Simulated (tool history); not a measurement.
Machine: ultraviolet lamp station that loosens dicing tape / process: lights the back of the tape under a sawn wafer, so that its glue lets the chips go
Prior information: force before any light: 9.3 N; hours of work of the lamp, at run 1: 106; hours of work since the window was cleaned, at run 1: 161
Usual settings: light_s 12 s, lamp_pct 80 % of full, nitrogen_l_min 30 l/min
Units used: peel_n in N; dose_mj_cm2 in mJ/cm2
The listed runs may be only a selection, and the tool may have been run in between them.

run	day	light_s	lamp_pct	nitrogen_l_min	hours of work of the lamp	hours of work since the window was cleaned	peel_n	dose_mj_cm2
1	0.000	12	80	30	106	161	0.647	463
2	2.262	12	80	54	136	191	0.520	462
3	4.829	12	80	21	171	226	0.785	467
4	7.462	8	80	21	207	262	1.680	312
5	9.671	12	80	30	237	292	0.655	459
6	11.333	12	80	30	260	315	0.641	467
# day 12.304: window cleaned of glue's vapour
7	12.729	12	92	30	279	6	0.496	531
8	14.550	12	80	30	303	31	0.649	471
9	16.858	12	80	30	335	62	0.664	467
10	19.150	12	69	30	366	93	0.897	404
11	21.983	12	69	46	405	132	0.704	397
12	23.367	8	69	46	423	151	1.478	273
13	26.442	12	73	30	465	193	0.759	423
14	28.742	20	80	30	497	224	0.297	769
15	30.775	12	76	14	524	252	1.108	440

3 options for the next run, each taken on its own from the tool as it stands now. Forecast them:
A	32.596	13	95	9	549	276	?	?
B	32.596	24	89	11	549	276	?	?
C	32.596	12	76	10	549	276	?	?

run	peel_n	dose_mj_cm2
A	0.830	601
B	0.291	1034
C	1.342	446
With the hidden condition removed and each run's random variation left untouched, the same runs would have given:
run	peel_n	dose_mj_cm2
A	0.827	602
B	0.291	1036
C	1.338	447

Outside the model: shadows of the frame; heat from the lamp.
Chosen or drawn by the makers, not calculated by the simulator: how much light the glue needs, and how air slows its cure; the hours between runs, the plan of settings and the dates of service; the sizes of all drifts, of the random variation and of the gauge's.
